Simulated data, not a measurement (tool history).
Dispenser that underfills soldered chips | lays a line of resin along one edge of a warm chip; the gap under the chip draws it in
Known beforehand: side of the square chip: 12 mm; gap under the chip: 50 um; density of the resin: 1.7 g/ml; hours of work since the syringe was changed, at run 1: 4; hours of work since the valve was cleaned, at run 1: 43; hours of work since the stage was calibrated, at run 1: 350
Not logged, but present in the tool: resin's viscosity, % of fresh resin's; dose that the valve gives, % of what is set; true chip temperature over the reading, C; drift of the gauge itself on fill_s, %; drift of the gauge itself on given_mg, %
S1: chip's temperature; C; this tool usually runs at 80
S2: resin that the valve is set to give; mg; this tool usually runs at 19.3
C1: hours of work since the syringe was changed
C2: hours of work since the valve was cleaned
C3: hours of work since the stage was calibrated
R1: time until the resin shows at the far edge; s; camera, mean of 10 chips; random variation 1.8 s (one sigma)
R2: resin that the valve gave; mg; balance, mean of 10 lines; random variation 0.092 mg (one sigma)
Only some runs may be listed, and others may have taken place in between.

run 1 hour=0 | S1=80 S2=19.3 | C1=4 C2=43 C3=350 | R1=259.7 R2=18.89
-- hour=10.2 new syringe of resin
run 2 hour=14.3 | S1=80 S2=19.3 | C1=3 C2=54 C3=361 | R1=253 R2=18.7
-- hour=25 new syringe of resin
run 3 hour=27.4 | S1=80 S2=19.3 | C1=2 C2=64 C3=371 | R1=226.7 R2=18.62
-- hour=40 new syringe of resin
run 4 hour=40.4 | S1=80 S2=19.3 | C1=0 C2=74 C3=381 | R1=212.7 R2=18.52
run 5 hour=52.2 | S1=80 S2=19.3 | C1=10 C2=83 C3=390 | R1=357.4 R2=18.41
-- hour=55.4 new syringe of resin
run 6 hour=65.2 | S1=80 S2=16.4 | C1=8 C2=93 C3=400 | R1=331.3 R2=15.62
-- hour=70.7 new syringe of resin
-- hour=77.4 dispensing valve cleaned and set on the balance
run 7 hour=81.1 | S1=80 S2=16.4 | C1=7 C2=3 C3=411 | R1=337.5 R2=16.15
-- hour=87.4 new syringe of resin
run 8 hour=89.6 | S1=80 S2=16.4 | C1=2 C2=9 C3=418 | R1=241 R2=16.21
run 9 hour=98.5 | S1=95 S2=19.3 | C1=9 C2=16 C3=424 | R1=175.5 R2=19.04
-- hour=103 new syringe of resin
run 10 hour=110.6 | S1=80 S2=20.6 | C1=6 C2=25 C3=434 | R1=299.5 R2=20.32
-- hour=118 new syringe of resin
run 11 hour=122.3 | S1=80 S2=19.3 | C1=3 C2=34 C3=443 | R1=253.8 R2=18.97
run 12 hour=131.3 | S1=80 S2=19.3 | C1=10 C2=41 C3=450 | R1=388 R2=18.75
-- hour=132.9 new syringe of resin
run 13 hour=142.5 | S1=80 S2=19.3 | C1=7 C2=50 C3=458 | R1=323.9 R2=18.74
-- hour=148.1 new syringe of resin
run 14 hour=156.6 | S1=80 S2=19.3 | C1=7 C2=61 C3=469 | R1=318.2 R2=18.55
-- hour=162.8 new syringe of resin
run 15 hour=167.4 | S1=71 S2=19.3 | C1=4 C2=69 C3=477 | R1=419.6 R2=18.52
-- hour=178 new syringe of resin
run 16 hour=178.7 | S1=71 S2=19.3 | C1=1 C2=78 C3=486 | R1=348.2 R2=18.42
run 17 hour=185.8 | S1=71 S2=19.3 | C1=6 C2=83 C3=491 | R1=487.2 R2=18.35
-- hour=193.2 new syringe of resin
run 18 hour=193.9 | S1=80 S2=22.8 | C1=1 C2=89 C3=497 | R1=218.4 R2=21.67
run 19 hour=203.6 | S1=80 S2=22.8 | C1=8 C2=97 C3=505 | R1=346.3 R2=21.4
-- hour=208.2 new syringe of resin
-- hour=211.2 dispensing valve cleaned and set on the balance
-- hour=215.2 stage's temperature calibrated
run 20 hour=216 | S1=89 S2=22.8 | C1=5 C2=3 C3=1 | R1=151.5 R2=22.62
-- hour=225.5 new syringe of resin
run 21 hour=226.5 | S1=75 S2=17.7 | C1=1 C2=11 C3=9 | R1=240.5 R2=17.62
run 22 hour=234 | S1=73 S2=23.7 | C1=7 C2=17 C3=14 | R1=369.8 R2=23.56
-- hour=240.4 new syringe of resin
run 23 hour=248.1 | S1=71 S2=17.1 | C1=6 C2=28 C3=25 | R1=417.7 R2=16.75
-- hour=255.3 new syringe of resin
run 24 hour=261 | S1=71 S2=17.1 | C1=4 C2=37 C3=35 | R1=384.9 R2=16.62
-- hour=270.3 new syringe of resin
run 25 hour=275.3 | S1=90 S2=20.7 | C1=4 C2=48 C3=46 | R1=144.8 R2=19.92
run 26 hour=283.2 | S1=89 S2=19.5 | C1=10 C2=55 C3=52 | R1=224.8 R2=18.8
-- hour=285.8 new syringe of resin
run 27 hour=294.6 | S1=89 S2=19.5 | C1=7 C2=63 C3=61 | R1=183.5 R2=18.79
-- hour=301.1 new syringe of resin
run 28 hour=303.4 | S1=89 S2=19.5 | C1=2 C2=70 C3=68 | R1=135.6 R2=18.55
run 29 hour=310.4 | S1=89 S2=19.5 | C1=7 C2=75 C3=73 | R1=187.5 R2=18.78
-- hour=315.8 new syringe of resin
run 30 hour=317.4 | S1=89 S2=19.5 | C1=1 C2=81 C3=78 | R1=129.1 R2=18.71
-- hour=330.5 new syringe of resin
run 31 hour=330.9 | S1=87 S2=23.5 | C1=0 C2=91 C3=89 | R1=130.1 R2=22.28
-- hour=345.1 dispensing valve cleaned and set on the balance
run 32 hour=345.7 | S1=87 S2=23.5 | C1=11 C2=0 C3=99 | R1=256.9 R2=23.54
-- hour=347 new syringe of resin
run 33 hour=356 | S1=91 S2=18.1 | C1=7 C2=8 C3=107 | R1=171.1 R2=17.91
-- hour=362 new syringe of resin
run 34 hour=371.1 | S1=68 S2=24 | C1=7 C2=20 C3=119 | R1=506.1 R2=23.62

Forecast each of these 3 alternatives for the next run:
-- hour=376.9 new syringe of resin
run A hour=383.5 | S1=93 S2=18.4 | C1=5 C2=29 C3=128 | R1=? R2=?
-- hour=376.9 new syringe of resin
run B hour=383.5 | S1=86 S2=24.4 | C1=5 C2=29 C3=128 | R1=? R2=?
-- hour=376.9 new syringe of resin
run C hour=383.5 | S1=89 S2=16.7 | C1=5 C2=29 C3=128 | R1=? R2=?

run=A R1=141.2 R2=17.95
run=B R1=190.7 R2=23.8
run=C R1=174.7 R2=16.38
What these runs would have given with no unlogged condition in the tool:
run=A R1=97.4 R2=18.3
run=B R1=131.8 R2=24.26
run=C R1=120.5 R2=16.7

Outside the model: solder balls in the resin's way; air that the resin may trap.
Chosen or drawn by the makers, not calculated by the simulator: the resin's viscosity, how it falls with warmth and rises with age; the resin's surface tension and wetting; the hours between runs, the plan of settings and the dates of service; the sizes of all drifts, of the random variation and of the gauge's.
